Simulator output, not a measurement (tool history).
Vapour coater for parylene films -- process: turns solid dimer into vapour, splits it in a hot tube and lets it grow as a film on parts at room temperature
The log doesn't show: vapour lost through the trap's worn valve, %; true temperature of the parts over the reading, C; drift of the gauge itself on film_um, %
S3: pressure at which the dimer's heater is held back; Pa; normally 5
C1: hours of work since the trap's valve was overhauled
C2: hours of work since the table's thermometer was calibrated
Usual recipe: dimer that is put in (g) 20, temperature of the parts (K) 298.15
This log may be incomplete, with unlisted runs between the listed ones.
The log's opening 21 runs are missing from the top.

Run 22, hour 430.5: usual settings but dimer that is put in (g) 15, temperature of the parts (K) 305.15, S3 2.63 Pa; C1 135; C2 743. Result: thickness of the film (nm) 8130.
Run 23, hour 443.3: usual settings but S3 8.68 Pa; C1 142; C2 751. Result: thickness of the film (nm) 10940.
Run 24, hour 455.6: usual settings but S3 8.68 Pa; C1 149; C2 757. Result: thickness of the film (nm) 10930.
Run 25, hour 474: usual settings but S3 8.68 Pa; C1 159; C2 768. Result: thickness of the film (nm) 10880.
Run 26, hour 491: usual settings but S3 8.68 Pa; C1 169; C2 777. Result: thickness of the film (nm) 10920.
Run 27, hour 505.3: usual settings but S3 8.68 Pa; C1 177; C2 786. Result: thickness of the film (nm) 10960.
Run 28, hour 532: usual settings but dimer that is put in (g) 26; C1 192; C2 801. Result: thickness of the film (nm) 16330.
Run 29, hour 547.2: usual settings but dimer that is put in (g) 10, temperature of the parts (K) 290.15, S3 6.06 Pa; C1 201; C2 809. Result: thickness of the film (nm) 8410.
Run 30, hour 570.6: usual settings but temperature of the parts (K) 301.15, S3 6.86 Pa; C1 214; C2 822. Result: thickness of the film (nm) 10220.
Run 31, hour 595.3: usual settings but dimer that is put in (g) 25, temperature of the parts (K) 297.15, S3 9.2 Pa; C1 228; C2 836. Result: thickness of the film (nm) 14190.
Run 32, hour 615.1: usual settings but S3 10.16 Pa; C1 239; C2 848. Result: thickness of the film (nm) 10530.
Run 33, hour 634.1: usual settings but dimer that is put in (g) 31, temperature of the parts (K) 300.15, S3 2.77 Pa; C1 250; C2 858. Result: thickness of the film (nm) 20710.
Run 34, hour 651.6: usual settings but dimer that is put in (g) 30, temperature of the parts (K) 294.15, S3 5.37 Pa; C1 260; C2 868. Result: thickness of the film (nm) 22090.
At hour 666: trap's valve overhauled.
Run 35, hour 671.8: usual settings but dimer that is put in (g) 30, temperature of the parts (K) 300.15, S3 7.25 Pa; C1 3; C2 877. Result: thickness of the film (nm) 15830.
Run 36, hour 699.5: usual settings but dimer that is put in (g) 34, temperature of the parts (K) 302.15; C1 19; C2 893. Result: thickness of the film (nm) 18090.

Consider 3 possible next runs. They are alternatives, not a sequence: every one starts from the tool as it was left by run 36. What does each give?
Run A, hour 722.5: usual settings but dimer that is put in (g) 10, temperature of the parts (K) 294.15, S3 7.63 Pa; C1 32; C2 906. Result: thickness of the film (nm) ?.
Run B, hour 722.5: usual settings but dimer that is put in (g) 34, temperature of the parts (K) 307.15; C1 32; C2 906. Result: thickness of the film (nm) ?.
Run C, hour 722.5: usual settings but temperature of the parts (K) 296.15, S3 5.72 Pa; C1 32; C2 906. Result: thickness of the film (nm) ?.

run  thickness of the film (nm)
  A                        6800
  B                       14600
  C                       13360
Take away the tool's hidden state, keep each run's random variation, and the runs would have read:
run  thickness of the film (nm)
  A                        6660
  B                       14300
  C                       13080
